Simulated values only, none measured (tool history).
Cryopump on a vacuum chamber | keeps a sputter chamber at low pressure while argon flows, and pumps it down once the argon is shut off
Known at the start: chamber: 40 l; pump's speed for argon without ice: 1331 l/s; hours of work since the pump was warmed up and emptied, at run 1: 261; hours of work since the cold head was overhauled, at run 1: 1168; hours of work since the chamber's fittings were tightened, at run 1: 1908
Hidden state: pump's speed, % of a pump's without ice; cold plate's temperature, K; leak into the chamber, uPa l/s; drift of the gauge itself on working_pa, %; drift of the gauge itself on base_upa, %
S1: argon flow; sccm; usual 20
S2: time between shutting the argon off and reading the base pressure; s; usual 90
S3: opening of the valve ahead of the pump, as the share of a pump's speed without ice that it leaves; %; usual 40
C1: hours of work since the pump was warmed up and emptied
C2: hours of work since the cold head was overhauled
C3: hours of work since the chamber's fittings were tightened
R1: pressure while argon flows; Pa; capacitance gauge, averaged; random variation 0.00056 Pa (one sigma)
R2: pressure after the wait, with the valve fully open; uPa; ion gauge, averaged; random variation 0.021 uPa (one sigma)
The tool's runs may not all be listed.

run,hour,S1,S2,S3,C1,C2,C3,R1,R2
1,0,20,90,40,261,1168,1908,0.0698,3.44
2,42.4,20,90,40,295,1201,1941,0.0702,3.56
3,101.3,20,90,40,341,1248,1987,0.0713,3.81
4,152.7,20,90,40,381,1288,2027,0.0737,3.88
# hour 163.3: leaking fittings of the chamber tightened, without venting
# hour 210.5: pump warmed up, emptied and cooled again
5,233.2,20,90,40,18,1346,51,0.0639,0.57
6,333.1,20,90,40,96,1424,129,0.0662,0.69
7,393.3,20,90,40,143,1471,176,0.067,0.77
8,488.1,20,90,40,218,1545,251,0.0668,0.91
9,567.6,20,90,40,280,1608,313,0.0698,0.94
10,627.1,20,90,44,326,1654,359,0.066,1.14
11,667.5,20,90,23,358,1686,391,0.12,1.16
12,710.9,20,90,23,392,1720,425,0.1203,1.23
# hour 747.3: pump warmed up, emptied and cooled again
13,761.5,9,90,40,11,1756,461,0.0293,1.11
14,845.3,36,90,40,77,1821,527,0.1169,1.24
15,907,36,90,40,125,1870,575,0.12,1.29
16,948.3,36,90,40,158,1902,607,0.1193,1.29
17,1011.7,36,90,40,207,1952,657,0.1235,1.43
18,1086.4,36,90,40,266,2010,716,0.1243,1.56
19,1126.7,15,130,55,297,2042,747,0.0395,1.62
20,1175.3,15,130,55,335,2080,785,0.041,1.73
21,1251.9,15,291,23,395,2140,845,0.0901,1.77
# hour 1287.5: pump warmed up, emptied and cooled again
22,1297.6,17,90,55,8,2172,877,0.0406,1.54
23,1375.9,17,90,55,69,2233,939,0.0409,1.72
24,1439.5,39,35,16,119,2283,988,0.3176,2.23
25,1481,20,80,60,152,2316,1021,0.0458,1.92
26,1567.9,20,80,60,220,2384,1089,0.047,2.06
27,1667.8,20,91,39,298,2462,1167,0.0732,2.23
28,1753.3,20,90,40,365,2529,1234,0.0717,2.43
29,1803.2,20,23,24,404,2568,1273,0.1163,3.3
# hour 1827.9: pump warmed up, emptied and cooled again
30,1883.1,25,41,51,43,2627,1332,0.065,2.47
31,1961.8,14,64,28,105,2688,1394,0.066,2.39
32,2012.4,13,64,53,145,2728,1433,0.033,2.55
33,2104,20,53,40,216,2800,1505,0.0694,2.82

The same runs without the tool's hidden state, with the same run-to-run variation:
run,R1,R2
1,0.0636,0.5
2,0.0631,0.48
3,0.0631,0.5
4,0.0641,0.48
5,0.0631,0.48
6,0.0639,0.48
7,0.0638,0.49
8,0.0619,0.5
9,0.0634,0.43
10,0.0584,0.5
11,0.1115,0.47
12,0.1108,0.46
13,0.0289,0.52
14,0.1131,0.52
15,0.1146,0.5
16,0.113,0.44
17,0.115,0.46
18,0.1135,0.45
19,0.0344,0.43
20,0.0352,0.43
21,0.083,0.3
22,0.0397,0.45
23,0.039,0.51
24,0.3115,0.88
25,0.0421,0.52
26,0.0419,0.51
27,0.0661,0.49
28,0.0628,0.44
29,0.1061,1.16
30,0.0627,0.79
31,0.0638,0.56
32,0.0305,0.58
33,0.0639,0.64
